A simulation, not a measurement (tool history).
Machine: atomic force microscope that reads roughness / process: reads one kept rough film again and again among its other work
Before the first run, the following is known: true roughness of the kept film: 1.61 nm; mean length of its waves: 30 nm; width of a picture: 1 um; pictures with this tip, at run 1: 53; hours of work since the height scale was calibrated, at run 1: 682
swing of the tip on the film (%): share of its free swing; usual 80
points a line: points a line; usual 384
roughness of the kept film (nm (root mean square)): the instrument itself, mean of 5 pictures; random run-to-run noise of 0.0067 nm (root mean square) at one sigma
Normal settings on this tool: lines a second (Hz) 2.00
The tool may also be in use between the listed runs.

run,hour,lines a second (Hz),swing of the tip on the film (%),points a line,pictures with this tip,hours of work since the height scale was calibrated,roughness of the kept film (nm (root mean square))
1,0.0,2.00,80,384,53,682,1.286
2,45.3,2.00,80,384,116,709,1.260
3,73.0,2.00,80,384,155,725,1.253
4,95.1,2.51,80,384,186,738,1.187
5,116.3,2.51,80,384,215,750,1.184
6,142.3,1.35,80,384,252,765,1.254
# hour 160.2: new tip fitted
7,182.7,2.00,80,798,31,788,1.314
8,214.2,2.00,80,798,76,807,1.284
9,256.3,2.00,80,798,134,831,1.255
10,284.5,2.00,80,384,174,847,1.235
11,303.4,2.00,80,661,200,858,1.238
12,325.5,2.00,80,661,231,871,1.218
13,354.3,2.00,80,661,271,888,1.202
# hour 358.3: new tip fitted
14,391.8,2.00,80,661,47,909,1.315
15,419.7,2.00,80,661,86,926,1.279
16,458.7,2.00,80,661,141,948,1.259
17,503.3,3.81,66,661,203,974,1.253
18,547.0,2.66,78,384,264,1000,1.171
# hour 556.9: new tip fitted
19,570.0,0.53,78,339,18,1013,1.465
20,609.3,0.74,85,544,73,1036,1.385
21,630.0,2.15,58,384,102,1048,1.399
22,674.0,2.15,58,384,164,1073,1.361
# hour 677.2: height scale calibrated on a step standard
23,701.4,2.15,58,384,201,14,1.356
24,746.3,2.15,58,384,263,40,1.313
# hour 755.0: new tip fitted
25,773.2,2.15,78,384,25,55,1.322
26,798.0,0.57,70,337,60,70,1.459
27,823.9,1.01,86,700,96,85,1.326
# hour 842.8: height scale calibrated on a step standard, once more
28,849.4,3.19,59,616,130,4,1.359
29,895.1,3.21,65,384,194,30,1.274
30,915.1,1.14,61,281,222,42,1.356
# hour 953.8: new tip fitted
31,959.0,1.14,61,281,7,67,1.476
32,979.8,2.00,56,384,36,79,1.456

Hidden condition of the tool, last listed run before each entry between runs versus first listed run after:
Logged between run 6 and run 7: new tip fitted (hour 160.2)
  radius of the tip, nm: 20.9 -> 7.3; height scale over the true one, %: -0.23 -> -0.24
  measured result minus the result with no hidden state, roughness of the kept film (nm (root mean square)): -0.139 -> -0.024
Logged between run 13 and run 14: new tip fitted (hour 358.3)
  radius of the tip, nm: 21.7 -> 8.3
  measured result minus the result with no hidden state, roughness of the kept film (nm (root mean square)): -0.140 -> -0.033
Logged between run 18 and run 19: new tip fitted (hour 556.9)
  radius of the tip, nm: 22 -> 6.2
  measured result minus the result with no hidden state, roughness of the kept film (nm (root mean square)): -0.139 -> -0.016
Logged between run 22 and run 23: height scale calibrated on a step standard (hour 677.2)
  radius of the tip, nm: 15.4 -> 17.8; height scale over the true one, %: -0.32 -> -0.41
  measured result minus the result with no hidden state, roughness of the kept film (nm (root mean square)): -0.101 -> -0.123
Logged between run 24 and run 25: new tip fitted (hour 755.0)
  radius of the tip, nm: 21.3 -> 6.9
  measured result minus the result with no hidden state, roughness of the kept film (nm (root mean square)): -0.152 -> -0.023
Logged between run 27 and run 28: height scale calibrated on a step standard, once more (hour 842.8)
  radius of the tip, nm: 11.4 -> 13.5; height scale over the true one, %: -0.43 -> -0.1
  measured result minus the result with no hidden state, roughness of the kept film (nm (root mean square)): -0.064 -> -0.080
Logged between run 30 and run 31: new tip fitted (hour 953.8)
  radius of the tip, nm: 19.3 -> 5.7; height scale over the true one, %: -0.11 -> -0.12
  measured result minus the result with no hidden state, roughness of the kept film (nm (root mean square)): -0.134 -> -0.009
